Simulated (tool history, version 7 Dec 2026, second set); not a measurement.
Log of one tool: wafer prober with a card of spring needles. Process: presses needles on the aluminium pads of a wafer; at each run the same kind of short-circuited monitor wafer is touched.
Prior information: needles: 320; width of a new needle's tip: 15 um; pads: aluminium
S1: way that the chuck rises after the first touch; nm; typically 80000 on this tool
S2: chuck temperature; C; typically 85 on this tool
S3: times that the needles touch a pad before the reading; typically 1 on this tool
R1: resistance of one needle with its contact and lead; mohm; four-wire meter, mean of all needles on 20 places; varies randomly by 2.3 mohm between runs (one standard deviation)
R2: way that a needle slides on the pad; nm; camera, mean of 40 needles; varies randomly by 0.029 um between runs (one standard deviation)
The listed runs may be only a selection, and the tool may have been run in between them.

| run | hour | S1 | S2 | S3 | R1 | R2 |
|---|---|---|---|---|---|---|
| 1 | 0.0 | 80000 | 85 | 1 | 264 | 15040 |
|  | 8.0 | tips cleaned on abrasive film |
|  | 17.8 | tips cleaned on abrasive film |
|  | 27.6 | tips cleaned on abrasive film |
|  | 36.2 | tips cleaned on abrasive film |
| 2 | 36.2 | 80000 | 26 | 1 | 252 | 14940 |
|  | 44.2 | tips cleaned on abrasive film |
|  | 52.2 | tips cleaned on abrasive film |
|  | 60.2 | tips cleaned on abrasive film |
| 3 | 60.2 | 69000 | 85 | 1 | 264 | 12770 |
|  | 70.1 | tips cleaned on abrasive film |
|  | 80.1 | tips cleaned on abrasive film |
|  | 89.4 | tips cleaned on abrasive film |
| 4 | 89.4 | 80000 | 85 | 1 | 265 | 14800 |
|  | 99.3 | tips cleaned on abrasive film |
|  | 109.3 | tips cleaned on abrasive film |
| 5 | 109.7 | 80000 | 85 | 1 | 272 | 14750 |
|  | 117.7 | tips cleaned on abrasive film |
|  | 127.7 | tips cleaned on abrasive film |
| 6 | 129.4 | 80000 | 85 | 1 | 283 | 14720 |
|  | 137.4 | tips cleaned on abrasive film |
|  | 145.4 | tips cleaned on abrasive film |
|  | 155.3 | tips cleaned on abrasive film |
|  | 163.3 | tips cleaned on abrasive film |
| 7 | 167.5 | 80000 | 85 | 1 | 306 | 14650 |
|  | 171.6 | tips cleaned on abrasive film |
|  | 173.8 | height of the first contact set anew |
|  | 181.7 | tips cleaned on abrasive film |
|  | 191.4 | tips cleaned on abrasive film |
| 8 | 192.3 | 80000 | 85 | 1 | 281 | 15010 |
|  | 200.3 | tips cleaned on abrasive film |
|  | 208.3 | tips cleaned on abrasive film |
| 9 | 213.5 | 80000 | 85 | 1 | 317 | 15030 |
|  | 217.5 | tips cleaned on abrasive film |
|  | 227.4 | tips cleaned on abrasive film |
|  | 237.3 | tips cleaned on abrasive film |
|  | 247.3 | tips cleaned on abrasive film |
|  | 255.4 | tips cleaned on abrasive film |
| 10 | 255.4 | 80000 | 85 | 2 | 263 | 14910 |
|  | 265.3 | tips cleaned on abrasive film |
|  | 274.5 | tips cleaned on abrasive film |
| 11 | 274.5 | 80000 | 85 | 1 | 266 | 14880 |
|  | 282.5 | tips cleaned on abrasive film |
|  | 292.5 | tips cleaned on abrasive film |
|  | 302.4 | tips cleaned on abrasive film |
| 12 | 305.4 | 80000 | 85 | 1 | 297 | 14780 |
|  | 311.4 | tips cleaned on abrasive film |
|  | 320.8 | tips cleaned on abrasive film |
|  | 330.6 | tips cleaned on abrasive film |
| 13 | 330.8 | 80000 | 85 | 1 | 274 | 14740 |
|  | 338.8 | tips cleaned on abrasive film |
|  | 348.7 | tips cleaned on abrasive film |
|  | 358.7 | tips cleaned on abrasive film |
|  | 366.7 | tips cleaned on abrasive film |
| 14 | 374.1 | 80000 | 85 | 1 | 322 | 14660 |
|  | 376.2 | tips cleaned on abrasive film |
|  | 385.8 | tips cleaned on abrasive film |
|  | 393.8 | tips cleaned on abrasive film |
|  | 394.1 | height of the first contact set anew |
|  | 404.0 | tips cleaned on abrasive film |
| 15 | 409.2 | 85000 | 73 | 2 | 287 | 16050 |
|  | 413.2 | tips cleaned on abrasive film |
|  | 423.1 | tips cleaned on abrasive film |
|  | 431.1 | tips cleaned on abrasive film |
|  | 439.1 | tips cleaned on abrasive film |
|  | 449.0 | tips cleaned on abrasive film |
| 16 | 452.0 | 85000 | 73 | 2 | 278 | 15990 |
|  | 458.0 | tips cleaned on abrasive film |
|  | 467.9 | tips cleaned on abrasive film |
| 17 | 475.3 | 85000 | 73 | 2 | 292 | 15860 |
|  | 477.4 | tips cleaned on abrasive film |
|  | 487.4 | tips cleaned on abrasive film |
|  | 497.2 | tips cleaned on abrasive film |
|  | 507.2 | tips cleaned on abrasive film |
|  | 516.3 | tips cleaned on abrasive film |
| 18 | 516.3 | 97000 | 68 | 1 | 264 | 18070 |
|  | 524.3 | tips cleaned on abrasive film |
|  | 534.2 | tips cleaned on abrasive film |
|  | 544.1 | tips cleaned on abrasive film |
| 19 | 550.0 | 97000 | 68 | 1 | 290 | 17930 |
|  | 554.0 | tips cleaned on abrasive film |
|  | 564.0 | tips cleaned on abrasive film |
| 20 | 569.1 | 64000 | 68 | 1 | 344 | 11720 |
|  | 573.2 | tips cleaned on abrasive film |
|  | 583.1 | tips cleaned on abrasive film |
|  | 593.1 | tips cleaned on abrasive film |
|  | 603.1 | tips cleaned on abrasive film |
| 21 | 604.7 | 77000 | 85 | 2 | 282 | 14070 |
|  | 612.7 | tips cleaned on abrasive film |
|  | 614.9 | height of the first contact set anew |
|  | 622.8 | tips cleaned on abrasive film |
|  | 630.8 | tips cleaned on abrasive film |
|  | 640.7 | tips cleaned on abrasive film |
| 22 | 641.9 | 66000 | 108 | 2 | 288 | 12420 |
|  | 649.9 | tips cleaned on abrasive film |
|  | 659.8 | tips cleaned on abrasive film |
|  | 669.7 | tips cleaned on abrasive film |
| 23 | 670.5 | 80000 | 31 | 1 | 268 | 14940 |
|  | 678.4 | tips cleaned on abrasive film |
|  | 688.4 | tips cleaned on abrasive film |
|  | 698.4 | tips cleaned on abrasive film |
| 24 | 700.6 | 73000 | 94 | 1 | 299 | 13610 |
|  | 706.6 | tips cleaned on abrasive film |
|  | 716.5 | tips cleaned on abrasive film |
| 25 | 720.2 | 73000 | 94 | 1 | 311 | 13580 |
|  | 726.2 | tips cleaned on abrasive film |
|  | 734.2 | tips cleaned on abrasive film |
|  | 744.0 | tips cleaned on abrasive film |
| 26 | 748.1 | 73000 | 94 | 1 | 322 | 13570 |
|  | 753.9 | tips cleaned on abrasive film |
|  | 763.9 | tips cleaned on abrasive film |
|  | 773.8 | tips cleaned on abrasive film |
|  | 781.8 | tips cleaned on abrasive film |
| 27 | 786.9 | 66000 | 45 | 2 | 304 | 12120 |
|  | 790.8 | tips cleaned on abrasive film |
|  | 798.8 | tips cleaned on abrasive film |
|  | 808.7 | tips cleaned on abrasive film |
|  | 818.7 | tips cleaned on abrasive film |
| 28 | 826.4 | 62000 | 97 | 2 | 326 | 11250 |

Here are 3 independent what-if runs from the current tool condition. What would each one return?
|  | 828.4 | tips cleaned on abrasive film |
|  | 834.6 | height of the first contact set anew |
|  | 838.7 | tips cleaned on abrasive film |
|  | 846.7 | tips cleaned on abrasive film |
|  | 856.5 | tips cleaned on abrasive film |
| A | 863.6 | 80000 | 41 | 1 | ? | ? |
|  | 828.4 | tips cleaned on abrasive film |
|  | 834.6 | height of the first contact set anew |
|  | 838.7 | tips cleaned on abrasive film |
|  | 846.7 | tips cleaned on abrasive film |
|  | 856.5 | tips cleaned on abrasive film |
| B | 863.6 | 80000 | 85 | 1 | ? | ? |
|  | 828.4 | tips cleaned on abrasive film |
|  | 834.6 | height of the first contact set anew |
|  | 838.7 | tips cleaned on abrasive film |
|  | 846.7 | tips cleaned on abrasive film |
|  | 856.5 | tips cleaned on abrasive film |
| C | 863.6 | 62000 | 94 | 1 | ? | ? |

| run | R1 | R2 |
|---|---|---|
| A | 313 | 15040 |
| B | 331 | 15020 |
| C | 362 | 11600 |
With the hidden condition removed and each run's random variation left untouched, the same runs would have given:
| run | R1 | R2 |
|---|---|---|
| A | 246 | 15100 |
| B | 267 | 15080 |
| C | 267 | 11650 |
